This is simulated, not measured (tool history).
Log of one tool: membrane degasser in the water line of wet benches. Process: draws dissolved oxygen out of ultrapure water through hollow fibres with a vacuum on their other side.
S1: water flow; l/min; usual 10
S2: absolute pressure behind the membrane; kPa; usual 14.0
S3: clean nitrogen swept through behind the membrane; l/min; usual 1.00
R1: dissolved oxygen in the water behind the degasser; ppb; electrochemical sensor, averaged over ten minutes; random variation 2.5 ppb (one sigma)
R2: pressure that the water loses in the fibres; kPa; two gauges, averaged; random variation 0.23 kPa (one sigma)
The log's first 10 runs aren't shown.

run 11 hour=512.5 | S1=12 S2=14.0 S3=1.00 | R1=297.3 R2=66.66
run 12 hour=576.4 | S1=12 S2=14.0 S3=1.00 | R1=300.0 R2=67.07
run 13 hour=608.9 | S1=12 S2=14.0 S3=1.00 | R1=293.7 R2=66.35
-- hour=665.0 gauge calibrated
run 14 hour=667.7 | S1=12 S2=14.0 S3=1.00 | R1=301.3 R2=68.04
run 15 hour=709.4 | S1=10 S2=14.0 S3=1.00 | R1=250.9 R2=56.44
run 16 hour=768.6 | S1=10 S2=14.0 S3=1.00 | R1=253.6 R2=56.33
run 17 hour=818.3 | S1=10 S2=33.3 S3=1.00 | R1=660.3 R2=55.90
run 18 hour=886.4 | S1=10 S2=14.0 S3=2.70 | R1=99.4 R2=56.34
run 19 hour=937.7 | S1=9 S2=12.6 S3=0.41 | R1=441.5 R2=50.22
run 20 hour=983.0 | S1=9 S2=14.0 S3=1.00 | R1=229.6 R2=49.94
run 21 hour=1018.2 | S1=9 S2=14.0 S3=1.00 | R1=225.6 R2=50.13
run 22 hour=1076.6 | S1=10 S2=14.8 S3=1.00 | R1=268.4 R2=55.53
run 23 hour=1144.2 | S1=11 S2=16.7 S3=0.73 | R1=455.4 R2=61.43
run 24 hour=1206.1 | S1=10 S2=16.6 S3=1.00 | R1=304.6 R2=55.54
run 25 hour=1263.5 | S1=10 S2=10.4 S3=1.00 | R1=172.4 R2=55.30
run 26 hour=1339.1 | S1=12 S2=14.0 S3=1.00 | R1=296.1 R2=66.43
run 27 hour=1400.6 | S1=8 S2=10.9 S3=1.00 | R1=145.2 R2=44.19
run 28 hour=1454.4 | S1=8 S2=10.9 S3=0.57 | R1=249.4 R2=44.14
run 29 hour=1495.9 | S1=16 S2=12.1 S3=0.57 | R1=504.1 R2=88.56
run 30 hour=1556.7 | S1=12 S2=10.9 S3=1.09 | R1=204.4 R2=66.17
run 31 hour=1608.8 | S1=12 S2=10.9 S3=1.09 | R1=199.6 R2=65.67
run 32 hour=1663.1 | S1=9 S2=19.7 S3=1.05 | R1=332.2 R2=49.43

3 ways to go on from here, each from the tool as it stands after run 32. What would each give?
run A hour=1729.4 | S1=9 S2=24.8 S3=1.05 | R1=? R2=?
run B hour=1729.4 | S1=12 S2=28.0 S3=0.52 | R1=? R2=?
run C hour=1729.4 | S1=14 S2=15.9 S3=0.72 | R1=? R2=?

run=A R1=433.7 R2=49.25
run=B R1=1105.8 R2=65.64
run=C R1=533.2 R2=76.43
Without the tool's hidden state the same runs would have given:
run=A R1=432.5 R2=50.96
run=B R1=1104.2 R2=67.93
run=C R1=532.4 R2=79.11
